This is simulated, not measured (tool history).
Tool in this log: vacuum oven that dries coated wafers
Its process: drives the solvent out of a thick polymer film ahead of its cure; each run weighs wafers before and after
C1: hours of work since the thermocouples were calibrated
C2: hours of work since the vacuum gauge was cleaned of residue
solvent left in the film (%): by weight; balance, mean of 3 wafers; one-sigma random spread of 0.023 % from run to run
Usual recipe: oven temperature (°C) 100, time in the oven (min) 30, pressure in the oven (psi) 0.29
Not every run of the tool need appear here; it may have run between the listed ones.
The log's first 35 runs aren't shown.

{"run": 36, "hour": 658.9, "oven temperature (°C)": 107, "time in the oven (min)": 17, "pressure in the oven (psi)": 0.181, "C1": 614, "C2": 149, "solvent left in the film (%)": 3.63}
{"run": 37, "hour": 670.7, "oven temperature (°C)": 104, "time in the oven (min)": 46, "pressure in the oven (psi)": 0.254, "C1": 623, "C2": 158, "solvent left in the film (%)": 1.36}
{"run": 38, "hour": 693.9, "oven temperature (°C)": 103, "time in the oven (min)": 43, "pressure in the oven (psi)": 1.04, "C1": 640, "C2": 174, "solvent left in the film (%)": 3.64}
{"run": 39, "hour": 712.3, "oven temperature (°C)": 100, "time in the oven (min)": 33, "pressure in the oven (psi)": 0.29, "C1": 653, "C2": 188, "solvent left in the film (%)": 3.35}
{"run": 40, "hour": 726.6, "oven temperature (°C)": 115, "time in the oven (min)": 27, "pressure in the oven (psi)": 0.776, "C1": 663, "C2": 198, "solvent left in the film (%)": 1.77}
{"run": 41, "hour": 744.8, "oven temperature (°C)": 89, "time in the oven (min)": 35, "pressure in the oven (psi)": 0.551, "C1": 677, "C2": 212, "solvent left in the film (%)": 7.1}
{"run": 42, "hour": 771.5, "oven temperature (°C)": 89, "time in the oven (min)": 35, "pressure in the oven (psi)": 0.551, "C1": 696, "C2": 231, "solvent left in the film (%)": 7.12}
{"run": 43, "hour": 786.9, "oven temperature (°C)": 100, "time in the oven (min)": 36, "pressure in the oven (psi)": 0.248, "C1": 707, "C2": 242, "solvent left in the film (%)": 2.94}
{"run": 44, "hour": 805.6, "oven temperature (°C)": 114, "time in the oven (min)": 21, "pressure in the oven (psi)": 0.29, "C1": 721, "C2": 256, "solvent left in the film (%)": 1.56}
{"run": 45, "hour": 820.3, "oven temperature (°C)": 114, "time in the oven (min)": 21, "pressure in the oven (psi)": 0.29, "C1": 732, "C2": 266, "solvent left in the film (%)": 1.56}
{"run": 46, "hour": 845.6, "oven temperature (°C)": 114, "time in the oven (min)": 36, "pressure in the oven (psi)": 0.87, "C1": 750, "C2": 285, "solvent left in the film (%)": 1.79}

Consider 4 possible next runs. They are alternatives, not a sequence: every one starts from the tool as it was left by run 46. What does each give?
{"run": "A", "hour": 861.0, "oven temperature (°C)": 108, "time in the oven (min)": 16, "pressure in the oven (psi)": 0.87, "C1": 761, "C2": 296, "solvent left in the film (%)": "?"}
{"run": "B", "hour": 861.0, "oven temperature (°C)": 114, "time in the oven (min)": 32, "pressure in the oven (psi)": 0.87, "C1": 761, "C2": 296, "solvent left in the film (%)": "?"}
{"run": "C", "hour": 861.0, "oven temperature (°C)": 100, "time in the oven (min)": 30, "pressure in the oven (psi)": 0.167, "C1": 761, "C2": 296, "solvent left in the film (%)": "?"}
{"run": "D", "hour": 861.0, "oven temperature (°C)": 103, "time in the oven (min)": 33, "pressure in the oven (psi)": 0.193, "C1": 761, "C2": 296, "solvent left in the film (%)": "?"}

run=A solvent_left_in_the_film_(%)=4.85
run=B solvent_left_in_the_film_(%)=1.85
run=C solvent_left_in_the_film_(%)=3.44
run=D solvent_left_in_the_film_(%)=2.37
Had the tool no hidden state, the same runs would have come out as:
run=A solvent_left_in_the_film_(%)=4.38
run=B solvent_left_in_the_film_(%)=1.66
run=C solvent_left_in_the_film_(%)=2.98
run=D solvent_left_in_the_film_(%)=1.98

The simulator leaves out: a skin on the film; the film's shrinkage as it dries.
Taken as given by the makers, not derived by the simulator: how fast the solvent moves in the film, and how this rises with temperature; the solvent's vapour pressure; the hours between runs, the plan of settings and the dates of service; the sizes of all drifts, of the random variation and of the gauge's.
